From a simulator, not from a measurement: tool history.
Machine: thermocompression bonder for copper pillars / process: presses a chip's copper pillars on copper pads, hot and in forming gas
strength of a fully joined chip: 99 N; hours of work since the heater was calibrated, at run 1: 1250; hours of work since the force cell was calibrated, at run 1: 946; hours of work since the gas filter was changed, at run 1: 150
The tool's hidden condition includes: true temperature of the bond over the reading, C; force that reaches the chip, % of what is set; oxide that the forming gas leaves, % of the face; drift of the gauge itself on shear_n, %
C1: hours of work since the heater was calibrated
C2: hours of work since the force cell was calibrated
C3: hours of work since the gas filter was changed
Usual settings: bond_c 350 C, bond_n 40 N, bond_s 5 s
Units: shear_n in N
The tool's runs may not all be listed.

Run 1, hour 0: usual settings; C1 1250; C2 946; C3 150. Result: shear_n 47.7 N.
Run 2, hour 42.3: usual settings; C1 1274; C2 970; C3 174. Result: shear_n 48 N.
Run 3, hour 92.8: usual settings; C1 1303; C2 999; C3 203. Result: shear_n 48.1 N.
Run 4, hour 141.6: usual settings; C1 1331; C2 1027; C3 231. Result: shear_n 47.6 N.
Run 5, hour 168.9: usual settings; C1 1347; C2 1043; C3 247. Result: shear_n 47 N.
Run 6, hour 203.8: usual settings but bond_c 365 C; C1 1367; C2 1063; C3 267. Result: shear_n 52.3 N.
Run 7, hour 232.3: usual settings but bond_s 7 s; C1 1383; C2 1079; C3 283. Result: shear_n 52.3 N.
Run 8, hour 269.4: usual settings but bond_n 27 N; C1 1405; C2 1100; C3 304. Result: shear_n 38.6 N.
Run 9, hour 314.3: usual settings but bond_n 27 N; C1 1430; C2 1126; C3 330. Result: shear_n 37.9 N.
Run 10, hour 337.5: usual settings but bond_n 27 N; C1 1444; C2 1139; C3 343. Result: shear_n 38.3 N.
Run 11, hour 378.8: usual settings; C1 1467; C2 1163; C3 367. Result: shear_n 46.2 N.
Run 12, hour 426.2: usual settings; C1 1495; C2 1190; C3 394. Result: shear_n 45.5 N.
At hour 448.7: heater calibrated with a thermocouple chip.
Run 13, hour 464: usual settings; C1 9; C2 1211; C3 415. Result: shear_n 47.6 N.
At hour 486: forming gas filter changed.
Run 14, hour 516.9: usual settings; C1 39; C2 1241; C3 18. Result: shear_n 51 N.
Run 15, hour 555.3: usual settings; C1 61; C2 1263; C3 40. Result: shear_n 50.3 N.
Run 16, hour 596.8: usual settings; C1 85; C2 1287; C3 64. Result: shear_n 49.8 N.
Run 17, hour 637.6: usual settings; C1 108; C2 1310; C3 87. Result: shear_n 48.9 N.
Run 18, hour 693: usual settings but bond_s 9 s; C1 140; C2 1342; C3 119. Result: shear_n 58.8 N.
Run 19, hour 727.7: usual settings but bond_s 9 s; C1 160; C2 1362; C3 139. Result: shear_n 59.5 N.
Run 20, hour 771.6: usual settings but bond_s 9 s; C1 185; C2 1387; C3 164. Result: shear_n 59.1 N.
Run 21, hour 800.2: usual settings but bond_s 8 s; C1 202; C2 1404; C3 180. Result: shear_n 56 N.
At hour 806.5: force cell calibrated.
Run 22, hour 832.3: usual settings but bond_c 372 C, bond_n 26 N; C1 219; C2 15; C3 198. Result: shear_n 45.4 N.
Run 23, hour 885.7: usual settings but bond_c 344 C, bond_n 26 N, bond_s 4 s; C1 250; C2 45; C3 229. Result: shear_n 33.6 N.
Run 24, hour 925.9: usual settings but bond_c 344 C, bond_n 26 N, bond_s 4 s; C1 273; C2 69; C3 252. Result: shear_n 34.7 N.
Run 25, hour 979.4: usual settings but bond_c 340 C, bond_n 30 N, bond_s 7 s; C1 304; C2 99; C3 283. Result: shear_n 43.9 N.
At hour 1003.6: force cell calibrated, once more.
Run 26, hour 1013.4: usual settings but bond_c 369 C, bond_n 30 N, bond_s 3 s; C1 322; C2 6; C3 301. Result: shear_n 39.5 N.
Run 27, hour 1064.4: usual settings but bond_c 337 C, bond_n 43 N, bond_s 7 s; C1 352; C2 35; C3 331. Result: shear_n 50.2 N.
Run 28, hour 1118: usual settings but bond_c 337 C, bond_n 43 N, bond_s 7 s; C1 382; C2 66; C3 361. Result: shear_n 50.3 N.
Run 29, hour 1154.5: usual settings but bond_n 27 N, bond_s 4 s; C1 403; C2 87; C3 382. Result: shear_n 36.3 N.
Run 30, hour 1186.9: usual settings but bond_n 25 N, bond_s 4 s; C1 422; C2 105; C3 401. Result: shear_n 35.1 N.
Run 31, hour 1211.9: usual settings but bond_n 25 N, bond_s 4 s; C1 436; C2 120; C3 415. Result: shear_n 34.5 N.
At hour 1235.3: forming gas filter changed.
Run 32, hour 1259.9: usual settings but bond_n 36 N, bond_s 6 s; C1 464; C2 147; C3 14. Result: shear_n 50.9 N.
Run 33, hour 1283.9: usual settings but bond_c 341 C, bond_n 36 N, bond_s 6 s; C1 477; C2 161; C3 28. Result: shear_n 47.8 N.
Run 34, hour 1323.5: usual settings but bond_c 341 C, bond_n 36 N, bond_s 6 s; C1 500; C2 184; C3 51. Result: shear_n 47.6 N.
Run 35, hour 1351.4: usual settings but bond_c 372 C, bond_n 25 N; C1 516; C2 200; C3 67. Result: shear_n 46.2 N.
Run 36, hour 1380.3: usual settings but bond_c 372 C, bond_n 25 N; C1 533; C2 216; C3 83. Result: shear_n 46.5 N.
Run 37, hour 1418.4: usual settings but bond_c 363 C, bond_n 25 N; C1 555; C2 238; C3 105. Result: shear_n 43.4 N.
Run 38, hour 1452.8: usual settings but bond_c 363 C, bond_n 25 N; C1 575; C2 258; C3 125. Result: shear_n 42.9 N.
Run 39, hour 1507.3: usual settings but bond_c 363 C, bond_n 25 N; C1 606; C2 289; C3 156. Result: shear_n 43.4 N.

3 options for the next run, each taken on its own from the tool as it stands now. Forecast them:
Run A, hour 1534.5: usual settings but bond_c 366 C; C1 621; C2 305; C3 172. Result: shear_n ?.
Run B, hour 1534.5: usual settings but bond_c 344 C, bond_s 4 s; C1 621; C2 305; C3 172. Result: shear_n ?.
Run C, hour 1534.5: usual settings but bond_c 333 C, bond_n 48 N, bond_s 3 s; C1 621; C2 305; C3 172. Result: shear_n ?.

run  shear_n
  A     54.3
  B     43.4
  C     38.9
Stripped of hidden state, with their random variation kept, the same runs would have yielded:
run  shear_n
  A     57.2
  B     45.9
  C     41.2

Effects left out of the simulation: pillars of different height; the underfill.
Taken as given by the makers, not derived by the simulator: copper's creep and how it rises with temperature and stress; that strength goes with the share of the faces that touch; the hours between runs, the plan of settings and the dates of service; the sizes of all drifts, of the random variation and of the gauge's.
